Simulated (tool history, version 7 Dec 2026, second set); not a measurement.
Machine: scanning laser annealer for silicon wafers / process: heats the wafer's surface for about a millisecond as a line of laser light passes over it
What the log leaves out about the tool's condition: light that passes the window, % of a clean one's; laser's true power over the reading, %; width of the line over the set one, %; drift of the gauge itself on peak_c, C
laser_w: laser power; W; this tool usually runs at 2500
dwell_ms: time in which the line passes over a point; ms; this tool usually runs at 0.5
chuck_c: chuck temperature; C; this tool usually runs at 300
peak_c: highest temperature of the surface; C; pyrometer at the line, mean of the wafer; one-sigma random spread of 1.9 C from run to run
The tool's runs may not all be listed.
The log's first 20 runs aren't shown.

| run | hour | laser_w | dwell_ms | chuck_c | hours of work since the window was cleaned | hours of work since the power meter was calibrated | hours of work since the optics were aligned | peak_c |
|---|---|---|---|---|---|---|---|---|
|  | 1376.1 | window over the wafer cleaned |
| 21 | 1385.2 | 2500 | 0.482 | 330 | 5 | 2786 | 935 | 1143 |
| 22 | 1467.8 | 2160 | 0.385 | 311 | 52 | 2833 | 982 | 919 |
| 23 | 1523.1 | 2160 | 0.385 | 311 | 83 | 2864 | 1013 | 922 |
| 24 | 1587.5 | 2160 | 0.385 | 311 | 119 | 2900 | 1049 | 916 |
| 25 | 1667.4 | 2160 | 0.385 | 327 | 164 | 2945 | 1094 | 932 |
| 26 | 1735.6 | 2160 | 0.385 | 327 | 203 | 2984 | 1133 | 929 |
| 27 | 1811.9 | 2160 | 0.385 | 327 | 246 | 3027 | 1176 | 930 |
| 28 | 1872.3 | 2160 | 0.385 | 327 | 280 | 3061 | 1210 | 928 |
| 29 | 1935.8 | 2160 | 0.385 | 327 | 315 | 3097 | 1245 | 925 |
| 30 | 2015.1 | 2160 | 0.36 | 271 | 360 | 3141 | 1290 | 849 |

What if the next run were any one of these 4? Each begins from the tool's condition after run 30:
| A | 2059.7 | 2160 | 0.36 | 275 | 385 | 3167 | 1315 | ? |
| B | 2059.7 | 2371 | 0.369 | 338 | 385 | 3167 | 1315 | ? |
| C | 2059.7 | 2143 | 0.36 | 297 | 385 | 3167 | 1315 | ? |
| D | 2059.7 | 2688 | 0.354 | 338 | 385 | 3167 | 1315 | ? |

| run | peak_c |
|---|---|
| A | 858 |
| B | 1000 |
| C | 872 |
| D | 1105 |
Without the tool's unlogged condition, the same runs would have read:
| run | peak_c |
|---|---|
| A | 864 |
| B | 1007 |
| C | 878 |
| D | 1113 |
